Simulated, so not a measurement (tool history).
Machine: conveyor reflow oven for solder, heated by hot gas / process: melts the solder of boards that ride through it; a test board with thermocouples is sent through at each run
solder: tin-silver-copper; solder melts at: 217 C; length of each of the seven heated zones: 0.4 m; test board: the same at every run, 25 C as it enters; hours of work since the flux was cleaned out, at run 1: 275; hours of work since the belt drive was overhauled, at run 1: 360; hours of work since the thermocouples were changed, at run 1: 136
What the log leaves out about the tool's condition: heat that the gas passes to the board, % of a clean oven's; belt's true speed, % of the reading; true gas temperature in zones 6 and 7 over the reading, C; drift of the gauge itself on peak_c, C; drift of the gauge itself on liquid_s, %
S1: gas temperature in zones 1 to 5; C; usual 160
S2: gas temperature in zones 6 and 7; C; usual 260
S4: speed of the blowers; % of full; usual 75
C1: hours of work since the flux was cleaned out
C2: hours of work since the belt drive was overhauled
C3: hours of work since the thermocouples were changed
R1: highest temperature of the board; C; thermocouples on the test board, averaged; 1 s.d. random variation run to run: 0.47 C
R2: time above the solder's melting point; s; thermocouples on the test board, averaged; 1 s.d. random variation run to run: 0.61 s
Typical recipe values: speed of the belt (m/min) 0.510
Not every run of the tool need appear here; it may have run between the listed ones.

run 1 hour=0.0 | S1=160 S2=260 speed_of_the_belt_(m/min)=0.510 S4=75 | C1=275 C2=360 C3=136 | R1=241.2 R2=53.7
run 2 hour=40.5 | S1=160 S2=260 speed_of_the_belt_(m/min)=0.510 S4=75 | C1=294 C2=379 C3=155 | R1=241.0 R2=53.4
run 3 hour=67.6 | S1=160 S2=260 speed_of_the_belt_(m/min)=0.510 S4=75 | C1=307 C2=392 C3=168 | R1=241.1 R2=52.7
run 4 hour=86.8 | S1=160 S2=260 speed_of_the_belt_(m/min)=0.510 S4=75 | C1=316 C2=401 C3=177 | R1=240.9 R2=51.7
run 5 hour=113.6 | S1=160 S2=260 speed_of_the_belt_(m/min)=0.510 S4=75 | C1=329 C2=414 C3=190 | R1=240.9 R2=53.2
run 6 hour=157.1 | S1=160 S2=249 speed_of_the_belt_(m/min)=0.510 S4=75 | C1=350 C2=435 C3=210 | R1=230.1 R2=37.5
run 7 hour=177.9 | S1=160 S2=249 speed_of_the_belt_(m/min)=0.510 S4=75 | C1=360 C2=445 C3=220 | R1=230.9 R2=38.0
run 8 hour=206.3 | S1=174 S2=260 speed_of_the_belt_(m/min)=0.510 S4=75 | C1=373 C2=458 C3=234 | R1=242.5 R2=59.8
run 9 hour=233.3 | S1=174 S2=260 speed_of_the_belt_(m/min)=0.510 S4=75 | C1=386 C2=471 C3=247 | R1=242.4 R2=61.0
run 10 hour=267.8 | S1=160 S2=260 speed_of_the_belt_(m/min)=0.515 S4=75 | C1=402 C2=487 C3=263 | R1=239.3 R2=51.1
run 11 hour=306.2 | S1=160 S2=260 speed_of_the_belt_(m/min)=0.515 S4=75 | C1=420 C2=505 C3=281 | R1=238.6 R2=49.9
run 12 hour=330.2 | S1=160 S2=260 speed_of_the_belt_(m/min)=0.515 S4=75 | C1=432 C2=517 C3=293 | R1=239.3 R2=49.1
run 13 hour=372.2 | S1=160 S2=260 speed_of_the_belt_(m/min)=0.515 S4=75 | C1=452 C2=537 C3=313 | R1=238.1 R2=48.3
-- hour=401.0 flux residue cleaned out of gas plates and filters
run 14 hour=412.7 | S1=160 S2=256 speed_of_the_belt_(m/min)=0.510 S4=75 | C1=6 C2=554 C3=329 | R1=240.5 R2=54.3
run 15 hour=451.4 | S1=160 S2=256 speed_of_the_belt_(m/min)=0.510 S4=53 | C1=24 C2=572 C3=348 | R1=233.2 R2=41.8
run 16 hour=475.3 | S1=160 S2=260 speed_of_the_belt_(m/min)=0.510 S4=75 | C1=35 C2=583 C3=359 | R1=244.1 R2=57.6
run 17 hour=515.9 | S1=168 S2=260 speed_of_the_belt_(m/min)=0.510 S4=75 | C1=55 C2=603 C3=378 | R1=244.4 R2=61.8
run 18 hour=539.2 | S1=155 S2=261 speed_of_the_belt_(m/min)=0.510 S4=75 | C1=66 C2=614 C3=390 | R1=242.9 R2=54.7
-- hour=545.6 belt drive overhauled, speed set with a stopwatch
run 19 hour=587.7 | S1=155 S2=261 speed_of_the_belt_(m/min)=0.510 S4=75 | C1=87 C2=20 C3=411 | R1=242.7 R2=56.2
run 20 hour=629.3 | S1=155 S2=261 speed_of_the_belt_(m/min)=0.502 S4=75 | C1=107 C2=40 C3=430 | R1=243.7 R2=57.4
run 21 hour=649.9 | S1=155 S2=270 speed_of_the_belt_(m/min)=0.571 S4=62 | C1=116 C2=50 C3=440 | R1=242.8 R2=45.3
run 22 hour=669.2 | S1=160 S2=260 speed_of_the_belt_(m/min)=0.510 S4=52 | C1=125 C2=59 C3=449 | R1=236.7 R2=45.3
run 23 hour=698.6 | S1=146 S2=272 speed_of_the_belt_(m/min)=0.485 S4=52 | C1=139 C2=73 C3=463 | R1=245.0 R2=56.8
run 24 hour=739.4 | S1=146 S2=260 speed_of_the_belt_(m/min)=0.485 S4=52 | C1=159 C2=92 C3=483 | R1=235.3 R2=41.9
run 25 hour=774.8 | S1=146 S2=260 speed_of_the_belt_(m/min)=0.485 S4=52 | C1=176 C2=109 C3=500 | R1=235.2 R2=41.0
-- hour=791.5 belt drive overhauled, speed set with a stopwatch, once more
run 26 hour=810.2 | S1=146 S2=260 speed_of_the_belt_(m/min)=0.485 S4=52 | C1=191 C2=9 C3=514 | R1=233.2 R2=37.8
run 27 hour=836.7 | S1=160 S2=273 speed_of_the_belt_(m/min)=0.510 S4=86 | C1=203 C2=21 C3=527 | R1=254.2 R2=67.3
run 28 hour=874.7 | S1=160 S2=260 speed_of_the_belt_(m/min)=0.510 S4=75 | C1=221 C2=40 C3=545 | R1=240.2 R2=52.0
run 29 hour=907.2 | S1=160 S2=248 speed_of_the_belt_(m/min)=0.507 S4=68 | C1=237 C2=55 C3=560 | R1=228.6 R2=32.9
run 30 hour=940.3 | S1=171 S2=259 speed_of_the_belt_(m/min)=0.508 S4=66 | C1=252 C2=71 C3=576 | R1=239.6 R2=53.7
run 31 hour=965.2 | S1=171 S2=259 speed_of_the_belt_(m/min)=0.508 S4=66 | C1=264 C2=83 C3=588 | R1=240.0 R2=54.0

What differs in the tool's unlogged condition from the final listed run ahead of each entry between runs to the first listed run following it?
From run 13 to run 14: flux residue cleaned out of gas plates and filters (hour 401.0)
  heat that the gas passes to the board, % of a clean oven's: 82.3 -> 99.1; belt's true speed, % of the reading: 98.37 -> 98.33; true gas temperature in zones 6 and 7 over the reading, C: -1.07 -> -1.12
  the result without the hidden state subtracted from the measured one, R1: -5.7 -> -0.7 C; R2: -8.1 -> +0.2 s
From run 18 to run 19: belt drive overhauled, speed set with a stopwatch (hour 545.6)
  heat that the gas passes to the board, % of a clean oven's: 96.6 -> 95.8; belt's true speed, % of the reading: 98.17 -> 97.26; true gas temperature in zones 6 and 7 over the reading, C: -1.3 -> -1.36
  the result without the hidden state subtracted from the measured one, R1: -1.4 -> -1.5 C; R2: -0.7 -> -0.1 s
From run 25 to run 26: belt drive overhauled, speed set with a stopwatch, once more (hour 791.5)
  heat that the gas passes to the board, % of a clean oven's: 92.1 -> 91.6; belt's true speed, % of the reading: 97.01 -> 99.99; true gas temperature in zones 6 and 7 over the reading, C: -1.61 -> -1.66
  the result without the hidden state subtracted from the measured one, R1: -2.1 -> -3.6 C; R2: -2.2 -> -6.5 s
